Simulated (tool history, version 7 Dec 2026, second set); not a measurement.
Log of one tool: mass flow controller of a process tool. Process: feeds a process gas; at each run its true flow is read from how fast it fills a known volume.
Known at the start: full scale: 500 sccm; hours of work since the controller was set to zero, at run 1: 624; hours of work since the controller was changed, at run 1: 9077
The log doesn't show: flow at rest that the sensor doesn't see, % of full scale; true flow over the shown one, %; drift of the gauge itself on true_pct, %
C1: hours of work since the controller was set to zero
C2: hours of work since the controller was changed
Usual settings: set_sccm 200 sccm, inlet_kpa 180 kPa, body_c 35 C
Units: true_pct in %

{"run": 1, "day": 0.0, "set_sccm": 200, "inlet_kpa": 180, "body_c": 35, "C1": 624, "C2": 9077, "true_pct": 99.21}
{"run": 2, "day": 13.729, "set_sccm": 200, "inlet_kpa": 180, "body_c": 21, "C1": 885, "C2": 9338, "true_pct": 99.65}
{"run": 3, "day": 21.129, "set_sccm": 68, "inlet_kpa": 180, "body_c": 35, "C1": 1025, "C2": 9479, "true_pct": 98.89}
{"run": 4, "day": 33.417, "set_sccm": 68, "inlet_kpa": 180, "body_c": 35, "C1": 1259, "C2": 9713, "true_pct": 98.95}
{"run": 5, "day": 44.708, "set_sccm": 220, "inlet_kpa": 180, "body_c": 35, "C1": 1474, "C2": 9927, "true_pct": 99.15}
{"run": 6, "day": 50.921, "set_sccm": 200, "inlet_kpa": 146, "body_c": 35, "C1": 1592, "C2": 10045, "true_pct": 99.27}
{"run": 7, "day": 62.858, "set_sccm": 200, "inlet_kpa": 180, "body_c": 30, "C1": 1818, "C2": 10272, "true_pct": 99.21}
{"run": 8, "day": 73.483, "set_sccm": 200, "inlet_kpa": 180, "body_c": 30, "C1": 2020, "C2": 10474, "true_pct": 99.11}
{"run": 9, "day": 87.571, "set_sccm": 200, "inlet_kpa": 180, "body_c": 37, "C1": 2288, "C2": 10742, "true_pct": 99.16}

Forecast run 10:
{"run": 10, "day": 98.117, "set_sccm": 200, "inlet_kpa": 180, "body_c": 37, "C1": 2489, "C2": 10942, "true_pct": "?"}

Run 10 gave true_pct 98.90 %.
Without the tool's hidden state the same run would have given true_pct 99.10 %.

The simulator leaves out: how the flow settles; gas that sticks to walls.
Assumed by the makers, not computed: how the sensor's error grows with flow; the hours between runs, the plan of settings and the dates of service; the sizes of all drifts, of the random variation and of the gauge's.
